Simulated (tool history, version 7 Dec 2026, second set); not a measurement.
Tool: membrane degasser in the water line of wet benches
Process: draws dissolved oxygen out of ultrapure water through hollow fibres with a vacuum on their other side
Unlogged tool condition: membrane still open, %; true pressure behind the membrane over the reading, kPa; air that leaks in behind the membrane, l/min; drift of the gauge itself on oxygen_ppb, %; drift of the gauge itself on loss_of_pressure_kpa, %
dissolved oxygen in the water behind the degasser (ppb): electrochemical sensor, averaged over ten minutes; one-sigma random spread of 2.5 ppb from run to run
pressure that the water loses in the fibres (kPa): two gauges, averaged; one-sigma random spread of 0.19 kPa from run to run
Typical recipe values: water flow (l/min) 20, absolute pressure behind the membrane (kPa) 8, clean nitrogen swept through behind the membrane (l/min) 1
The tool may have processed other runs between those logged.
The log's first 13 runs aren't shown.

| run | day | water flow (l/min) | absolute pressure behind the membrane (kPa) | clean nitrogen swept through behind the membrane (l/min) | hours since the membrane was changed | hours since the vacuum gauge was calibrated | hours since the vacuum lines were made tight | dissolved oxygen in the water behind the degasser (ppb) | pressure that the water loses in the fibres (kPa) |
|---|---|---|---|---|---|---|---|---|---|
| 14 | 21.125 | 16 | 8 | 1 | 2300 | 5335 | 3498 | 187.5 | 29.06 |
| 15 | 22.725 | 16 | 8 | 1 | 2338 | 5373 | 3536 | 189.9 | 28.84 |
| 16 | 24.521 | 16 | 8 | 1 | 2381 | 5416 | 3579 | 186.5 | 28.83 |
| 17 | 26.158 | 14 | 8 | 0.56 | 2420 | 5456 | 3619 | 264.6 | 25.17 |
| 18 | 27.867 | 20 | 13.53 | 1.04 | 2461 | 5497 | 3660 | 458.2 | 36.35 |
| 19 | 29.783 | 20 | 13.53 | 1.04 | 2507 | 5543 | 3705 | 463.9 | 36.33 |
| 20 | 30.979 | 20 | 13.53 | 1.04 | 2536 | 5571 | 3734 | 459.5 | 35.72 |
| 21 | 32.683 | 31 | 14.4 | 0.48 | 2577 | 5612 | 3775 | 1283.2 | 56.26 |
| 22 | 34.621 | 25 | 4.85 | 1.46 | 2623 | 5659 | 3822 | 152.5 | 45.06 |
| 23 | 36.879 | 13 | 11.16 | 0.42 | 2678 | 5713 | 3876 | 498.2 | 23.13 |
| 24 | 37.996 | 13 | 17.16 | 2.78 | 2704 | 5740 | 3903 | 161.1 | 23.31 |
| 25 | 39.458 | 23 | 18 | 2.15 | 2740 | 5775 | 3938 | 420.6 | 41.55 |
| 26 | 41.533 | 14 | 6.3 | 1 | 2789 | 5825 | 3988 | 110.6 | 25.26 |
| 27 | 43.104 | 20 | 14.74 | 1.11 | 2827 | 5862 | 4025 | 482.3 | 35.89 |
| 28 | 45.25 | 24 | 14.74 | 1.11 | 2879 | 5914 | 4077 | 591.7 | 43.24 |
| 29 | 47.458 | 13 | 18.56 | 2.6 | 2932 | 5967 | 4130 | 190.7 | 23.12 |
| 30 | 48.671 | 13 | 18.56 | 2.6 | 2961 | 5996 | 4159 | 190.8 | 23.41 |
| 31 | 50.779 | 13 | 18.56 | 2.6 | 3011 | 6047 | 4209 | 187.4 | 23.4 |
| 32 | 53.221 | 20 | 5.92 | 1 | 3070 | 6105 | 4268 | 164.1 | 35.6 |

3 ways to go on from here, each from the tool as it stands after run 32. What would each give?
| A | 55.275 | 20 | 5.83 | 2.12 | 3119 | 6154 | 4317 | ? | ? |
| B | 55.275 | 20 | 18.51 | 2.18 | 3119 | 6154 | 4317 | ? | ? |
| C | 55.275 | 20 | 10.86 | 0.78 | 3119 | 6154 | 4317 | ? | ? |

| run | dissolved oxygen in the water behind the degasser (ppb) | pressure that the water loses in the fibres (kPa) |
|---|---|---|
| A | 99.7 | 35.64 |
| B | 357.7 | 35.45 |
| C | 448.5 | 35.72 |
With no hidden state in the tool, these same runs would have given:
| run | dissolved oxygen in the water behind the degasser (ppb) | pressure that the water loses in the fibres (kPa) |
|---|---|---|
| A | 99.6 | 36.6 |
| B | 357.5 | 36.41 |
| C | 448.2 | 36.68 |
